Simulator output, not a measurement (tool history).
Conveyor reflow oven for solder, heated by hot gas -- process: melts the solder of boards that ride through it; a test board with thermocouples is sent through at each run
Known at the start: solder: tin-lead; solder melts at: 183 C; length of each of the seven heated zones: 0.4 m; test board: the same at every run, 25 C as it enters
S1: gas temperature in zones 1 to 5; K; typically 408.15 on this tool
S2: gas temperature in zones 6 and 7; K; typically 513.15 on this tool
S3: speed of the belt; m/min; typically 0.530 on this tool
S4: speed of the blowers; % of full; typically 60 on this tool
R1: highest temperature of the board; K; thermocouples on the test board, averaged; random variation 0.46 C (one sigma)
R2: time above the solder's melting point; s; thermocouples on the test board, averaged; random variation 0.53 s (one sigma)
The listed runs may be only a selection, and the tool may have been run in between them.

run	hour	S1	S2	S3	S4	R1	R2
1	0.0	408.15	513.15	0.530	60	490.35	66.7
2	29.6	408.15	513.15	0.530	60	490.35	64.9
3	61.0	408.15	513.15	0.445	60	497.15	85.2
4	82.6	408.15	513.15	0.445	60	497.05	86.8
5	121.9	408.15	513.15	0.445	65	498.45	87.1
6	156.8	408.15	513.15	0.503	60	491.75	72.4
7	180.7	408.15	505.15	0.530	60	483.25	58.2
8	210.0	408.15	505.15	0.530	60	483.15	58.2
9	244.1	408.15	513.15	0.530	60	489.55	64.9
# hour 285.8: flux residue cleaned out of gas plates and filters
10	289.0	408.15	513.15	0.530	60	488.55	63.6
11	336.0	408.15	513.15	0.530	60	488.15	63.3
12	365.5	408.15	513.15	0.530	65	489.45	65.6
# hour 391.1: flux residue cleaned out of gas plates and filters, once more
13	413.2	408.15	525.15	0.466	65	511.35	93.4
14	460.4	413.15	525.15	0.466	73	514.25	96.1
15	486.7	417.15	513.15	0.635	75	494.85	62.7
16	529.4	417.15	513.15	0.487	75	502.05	87.1
17	574.0	417.15	513.15	0.487	75	503.05	88.4
18	598.2	397.15	517.15	0.565	69	496.45	63.8
19	623.7	397.15	517.15	0.565	69	496.85	63.4
20	657.9	402.15	527.15	0.456	58	510.75	92.3
21	693.2	402.15	527.15	0.456	58	510.35	91.6
22	726.6	399.15	514.15	0.474	50	493.35	72.8
23	750.1	414.15	513.15	0.530	60	494.75	73.7

What if the next run were any one of these 5? Each begins from the tool's condition after run 23:
A	780.0	408.15	513.15	0.506	60	?	?
B	780.0	403.15	518.15	0.530	64	?	?
C	780.0	414.15	513.15	0.530	63	?	?
D	780.0	422.15	514.15	0.530	72	?	?
E	780.0	408.15	511.15	0.488	86	?	?

run	R1	R2
A	494.75	74.5
B	498.65	70.9
C	495.45	73.7
D	501.05	81.7
E	501.25	83.9
Stripped of hidden state, with their random variation kept, the same runs would have yielded:
run	R1	R2
A	494.85	73.8
B	499.05	70.4
C	495.65	73.1
D	501.15	80.8
E	501.35	83.3
